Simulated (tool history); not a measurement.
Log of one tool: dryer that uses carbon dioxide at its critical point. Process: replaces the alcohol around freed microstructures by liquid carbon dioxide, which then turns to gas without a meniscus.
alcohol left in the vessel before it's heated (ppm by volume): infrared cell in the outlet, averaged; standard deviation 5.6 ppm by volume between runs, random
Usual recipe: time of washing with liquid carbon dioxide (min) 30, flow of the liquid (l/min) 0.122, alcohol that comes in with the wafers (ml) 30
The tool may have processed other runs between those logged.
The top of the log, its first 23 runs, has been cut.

run,hour,time of washing with liquid carbon dioxide (min),flow of the liquid (l/min),alcohol that comes in with the wafers (ml),alcohol left in the vessel before it's heated (ppm by volume)
24,590.6,26,0.177,52,124
25,609.2,26,0.085,29,1711
26,643.1,31,0.156,29,78
27,676.2,31,0.105,29,382
28,701.5,19,0.087,42,6130
29,738.6,47,0.084,38,182
30,755.9,41,0.19,50,51
31,775.9,40,0.122,30,83
32,799.8,30,0.115,85,814
33,824.4,20,0.122,81,3697
34,840.8,30,0.122,49,391
35,859.5,27,0.122,33,451
36,884.5,31,0.122,24,193
37,917.6,31,0.122,24,192
38,956.2,40,0.076,30,551
39,977.9,40,0.076,30,567
40,1002.7,40,0.076,30,572
41,1027.9,22,0.076,21,3115
42,1047.6,22,0.083,32,3816
43,1074,22,0.083,32,3825
44,1101.6,24,0.148,30,351
45,1128.9,35,0.197,110,68
46,1154.5,20,0.197,110,757

Branching from run 46: 5 alternative next runs. What would each branch give?
A,1180.4,19,0.197,110,?
B,1180.4,42,0.091,28,?
C,1180.4,47,0.1,60,?
D,1180.4,32,0.104,52,?
E,1180.4,19,0.18,24,?

run,alcohol left in the vessel before it's heated (ppm by volume)
A,1001
B,225
C,163
D,750
E,372
The same runs, with their run-to-run variation unchanged, on a tool lacking any hidden condition would have given:
run,alcohol left in the vessel before it's heated (ppm by volume)
A,625
B,108
C,62
D,474
E,215

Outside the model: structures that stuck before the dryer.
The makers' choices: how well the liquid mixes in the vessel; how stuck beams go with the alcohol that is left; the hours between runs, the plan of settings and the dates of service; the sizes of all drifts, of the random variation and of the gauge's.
